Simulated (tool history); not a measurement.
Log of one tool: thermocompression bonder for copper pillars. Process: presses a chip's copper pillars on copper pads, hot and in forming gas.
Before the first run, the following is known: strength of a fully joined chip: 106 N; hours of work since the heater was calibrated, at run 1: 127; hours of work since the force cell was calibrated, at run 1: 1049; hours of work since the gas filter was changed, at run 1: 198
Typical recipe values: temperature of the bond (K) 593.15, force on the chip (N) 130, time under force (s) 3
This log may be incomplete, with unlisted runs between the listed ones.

run	hour	temperature of the bond (K)	force on the chip (N)	time under force (s)	hours of work since the heater was calibrated	hours of work since the force cell was calibrated	hours of work since the gas filter was changed	force that shears a chip off (N)
1	0.0	593.15	130	3	127	1049	198	63.9
2	35.4	566.15	130	3	150	1073	222	47.8
3	80.5	566.15	130	3	181	1103	252	46.2
# hour 91.2: force cell calibrated
4	148.4	566.15	130	3	225	38	296	51.1
# hour 181.2: forming gas filter changed
5	217.4	566.15	130	3	271	84	24	52.0
6	251.3	566.15	130	3	293	107	47	52.7
7	293.2	566.15	130	3	321	134	75	52.8
8	324.7	566.15	130	3	342	155	96	51.3
9	356.9	593.15	130	3	364	177	117	69.4
10	413.5	593.15	130	3	401	215	155	67.5
11	469.3	593.15	130	3	439	252	192	68.7
12	509.2	593.15	130	3	465	279	219	67.3
13	561.8	593.15	152	3	500	314	254	73.7
14	613.5	593.15	152	3	535	348	288	72.8
# hour 654.8: forming gas filter changed
15	684.1	620.15	152	2	582	395	20	86.1
16	739.8	620.15	152	2	619	432	57	82.9
17	799.1	578.15	130	6	658	472	96	70.9
# hour 806.4: heater calibrated with a thermocouple chip
18	832.4	578.15	130	6	17	493	117	72.6
19	889.6	578.15	130	6	56	531	155	71.8
20	925.6	595.15	84	2	80	555	179	44.4
21	961.6	593.15	157	2	104	579	203	68.1
22	1002.3	609.15	157	2	131	606	231	78.6
23	1036.8	593.15	193	3	154	629	254	83.7
24	1068.5	593.15	193	3	175	650	275	81.9
# hour 1129.4: forming gas filter changed
25	1132.0	610.15	94	5	217	692	2	76.6
26	1175.9	610.15	94	5	246	721	31	75.2

4 ways to go on from here, each from the tool as it stands after run 26. What would each give?
A	1214.6	610.15	130	8	272	747	57	?
B	1214.6	564.15	130	3	272	747	57	?
C	1214.6	580.15	126	2	272	747	57	?
D	1214.6	577.15	130	3	272	747	57	?

run	force that shears a chip off (N)
A	94.2
B	48.4
C	51.9
D	58.4
Without the tool's hidden state the same runs would have given:
run	force that shears a chip off (N)
A	97.8
B	53.2
C	56.8
D	63.5
